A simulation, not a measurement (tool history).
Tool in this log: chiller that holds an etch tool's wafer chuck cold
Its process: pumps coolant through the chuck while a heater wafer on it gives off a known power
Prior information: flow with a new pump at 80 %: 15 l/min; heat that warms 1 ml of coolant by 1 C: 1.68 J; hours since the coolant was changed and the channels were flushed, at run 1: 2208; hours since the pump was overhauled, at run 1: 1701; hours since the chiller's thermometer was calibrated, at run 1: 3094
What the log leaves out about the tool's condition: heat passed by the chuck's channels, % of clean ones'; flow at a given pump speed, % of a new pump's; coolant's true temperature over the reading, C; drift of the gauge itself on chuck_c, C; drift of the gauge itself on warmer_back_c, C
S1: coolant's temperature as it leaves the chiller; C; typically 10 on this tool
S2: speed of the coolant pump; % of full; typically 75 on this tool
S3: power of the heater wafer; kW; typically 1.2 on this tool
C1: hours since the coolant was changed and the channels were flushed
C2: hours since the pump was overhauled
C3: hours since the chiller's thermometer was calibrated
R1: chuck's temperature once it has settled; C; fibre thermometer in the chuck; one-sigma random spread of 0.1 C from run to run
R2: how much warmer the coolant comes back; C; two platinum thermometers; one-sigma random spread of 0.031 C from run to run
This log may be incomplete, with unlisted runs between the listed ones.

run,hour,S1,S2,S3,C1,C2,C3,R1,R2
1,0,10,75,1.2,2208,1701,3094,20.7,3.16
2,22.2,10,69,1.2,2230,1723,3116,21.2,3.54
3,41.8,10,69,1.406,2250,1743,3136,23.5,4.13
4,69.7,10,69,1.406,2277,1771,3164,23.4,4.17
5,91.9,10,69,1.406,2300,1793,3186,23.3,4.12
6,118.2,10,69,1.406,2326,1819,3213,23.4,4.13
7,140.9,10,75,0.706,2349,1842,3235,16.1,1.88
8,165.5,10,75,0.706,2373,1867,3260,16.1,1.89
9,199,10,75,0.706,2407,1900,3293,16.3,1.87
10,222.6,10,75,0.706,2430,1924,3317,16.4,1.9
11,259.3,5,96,0.759,2467,1961,3354,10.9,1.56
12,286.8,17,97,1.229,2495,1988,3381,26.7,2.52
13,311.7,10,75,0.955,2520,2013,3406,18.7,2.57
14,351.9,10,94,0.907,2560,2053,3446,17.3,1.94
15,392.9,10,80,0.761,2601,2094,3487,16.5,1.88
16,421.1,10,80,0.761,2629,2122,3515,16.4,1.93
17,446,10,80,0.761,2654,2147,3540,16.6,1.93
18,481.5,10,71,0.761,2689,2183,3576,17,2.21

Selected run-to-run steps in R1, each split into two signed amounts: the part the tool would show with no hidden state at all (from settings, incoming material and random variation), and the remainder, which goes to the hidden state together with any gauge scatter not common to the measured and the hidden-state-free results:
Run 6 -> 7: S2 69 -> 75, S3 1.406 -> 0.706. R1 -7.3 C: hidden state -1, all else -6.3.
Run 11 -> 12: S1 5 -> 17, S2 96 -> 97, S3 0.759 -> 1.229. R1 +15.8 C: hidden state +0.7, all else +15.1.
